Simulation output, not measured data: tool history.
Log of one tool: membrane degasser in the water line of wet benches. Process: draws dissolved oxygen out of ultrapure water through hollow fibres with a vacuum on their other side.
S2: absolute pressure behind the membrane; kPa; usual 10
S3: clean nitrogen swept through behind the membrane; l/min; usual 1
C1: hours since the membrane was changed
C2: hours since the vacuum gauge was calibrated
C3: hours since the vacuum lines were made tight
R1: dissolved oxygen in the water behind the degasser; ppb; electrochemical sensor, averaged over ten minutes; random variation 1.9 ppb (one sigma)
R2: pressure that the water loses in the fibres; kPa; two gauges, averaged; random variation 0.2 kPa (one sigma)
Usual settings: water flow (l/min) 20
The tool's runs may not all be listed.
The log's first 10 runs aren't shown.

{"run": 11, "hour": 349.3, "water flow (l/min)": 20, "S2": 14.1, "S3": 1, "C1": 670, "C2": 5547, "C3": 5682, "R1": 487.6, "R2": 44.42}
{"run": 12, "hour": 390.3, "water flow (l/min)": 20, "S2": 10, "S3": 1, "C1": 711, "C2": 5588, "C3": 5723, "R1": 320.4, "R2": 44.72}
{"run": 13, "hour": 424.3, "water flow (l/min)": 20, "S2": 10, "S3": 1, "C1": 745, "C2": 5622, "C3": 5757, "R1": 323.9, "R2": 44.7}
{"run": 14, "hour": 459.6, "water flow (l/min)": 20, "S2": 10, "S3": 1, "C1": 781, "C2": 5657, "C3": 5793, "R1": 322.7, "R2": 43.94}
{"run": 15, "hour": 486.9, "water flow (l/min)": 20, "S2": 10, "S3": 1, "C1": 808, "C2": 5685, "C3": 5820, "R1": 322.3, "R2": 44.55}
{"run": 16, "hour": 517.3, "water flow (l/min)": 20, "S2": 10, "S3": 1, "C1": 838, "C2": 5715, "C3": 5850, "R1": 325.5, "R2": 44.12}
{"run": 17, "hour": 556.3, "water flow (l/min)": 20, "S2": 10, "S3": 1, "C1": 877, "C2": 5754, "C3": 5889, "R1": 321.7, "R2": 44.59}
{"run": 18, "hour": 604.1, "water flow (l/min)": 14, "S2": 10, "S3": 1.25, "C1": 925, "C2": 5802, "C3": 5937, "R1": 186, "R2": 31.14}
{"run": 19, "hour": 647.6, "water flow (l/min)": 22, "S2": 10, "S3": 0.87, "C1": 969, "C2": 5845, "C3": 5981, "R1": 390.8, "R2": 49.42}
{"run": 20, "hour": 685.3, "water flow (l/min)": 19, "S2": 10, "S3": 2.58, "C1": 1006, "C2": 5883, "C3": 6018, "R1": 142.7, "R2": 42.12}
{"run": 21, "hour": 729.5, "water flow (l/min)": 19, "S2": 8.9, "S3": 1.41, "C1": 1051, "C2": 5927, "C3": 6063, "R1": 198.3, "R2": 41.94}
{"run": 22, "hour": 765.0, "water flow (l/min)": 19, "S2": 8.9, "S3": 1.41, "C1": 1086, "C2": 5963, "C3": 6098, "R1": 197.7, "R2": 42.1}
{"run": 23, "hour": 812.9, "water flow (l/min)": 19, "S2": 8.9, "S3": 1.41, "C1": 1134, "C2": 6011, "C3": 6146, "R1": 197.9, "R2": 42.04}
{"run": 24, "hour": 851.6, "water flow (l/min)": 28, "S2": 16.5, "S3": 1.23, "C1": 1173, "C2": 6049, "C3": 6185, "R1": 683.1, "R2": 62.07}
{"run": 25, "hour": 872.6, "water flow (l/min)": 20, "S2": 7.5, "S3": 0.83, "C1": 1194, "C2": 6070, "C3": 6206, "R1": 249.9, "R2": 44.3}
{"run": 26, "hour": 920.6, "water flow (l/min)": 17, "S2": 17, "S3": 1, "C1": 1242, "C2": 6118, "C3": 6254, "R1": 523.5, "R2": 37.6}
{"run": 27, "hour": 952.3, "water flow (l/min)": 17, "S2": 17, "S3": 1, "C1": 1273, "C2": 6150, "C3": 6285, "R1": 523.8, "R2": 37.89}
{"hour": 978.7, "done": "seals of the vacuum lines changed"}
{"run": 28, "hour": 985.1, "water flow (l/min)": 23, "S2": 11.2, "S3": 1.78, "C1": 1304, "C2": 6181, "C3": 6, "R1": 272.6, "R2": 50.85}
{"run": 29, "hour": 1006.4, "water flow (l/min)": 18, "S2": 6.9, "S3": 1.78, "C1": 1325, "C2": 6202, "C3": 28, "R1": 109.2, "R2": 40.24}
{"run": 30, "hour": 1036.6, "water flow (l/min)": 20, "S2": 16.3, "S3": 2.96, "C1": 1356, "C2": 6232, "C3": 58, "R1": 236.4, "R2": 44.47}
{"run": 31, "hour": 1075.2, "water flow (l/min)": 28, "S2": 10, "S3": 2.19, "C1": 1394, "C2": 6271, "C3": 96, "R1": 263.6, "R2": 61.74}
{"run": 32, "hour": 1114.6, "water flow (l/min)": 24, "S2": 17.4, "S3": 1, "C1": 1434, "C2": 6310, "C3": 136, "R1": 724.6, "R2": 53.47}
{"run": 33, "hour": 1135.2, "water flow (l/min)": 24, "S2": 17.4, "S3": 1, "C1": 1454, "C2": 6331, "C3": 157, "R1": 736.2, "R2": 53.08}

3 ways to go on from here, each from the tool as it stands after run 33. What would each give?
{"run": "A", "hour": 1178.2, "water flow (l/min)": 20, "S2": 10, "S3": 2.29, "C1": 1497, "C2": 6374, "C3": 200, "R1": "?", "R2": "?"}
{"run": "B", "hour": 1178.2, "water flow (l/min)": 23, "S2": 8.6, "S3": 1, "C1": 1497, "C2": 6374, "C3": 200, "R1": "?", "R2": "?"}
{"run": "C", "hour": 1178.2, "water flow (l/min)": 23, "S2": 12.7, "S3": 2.6, "C1": 1497, "C2": 6374, "C3": 200, "R1": "?", "R2": "?"}

run=A R1=168.6 R2=44.65
run=B R1=307.1 R2=51.43
run=C R1=237.2 R2=51.39
Without the tool's hidden state the same runs would have given:
run=A R1=168.4 R2=44.64
run=B R1=306.6 R2=51.42
run=C R1=237 R2=51.38
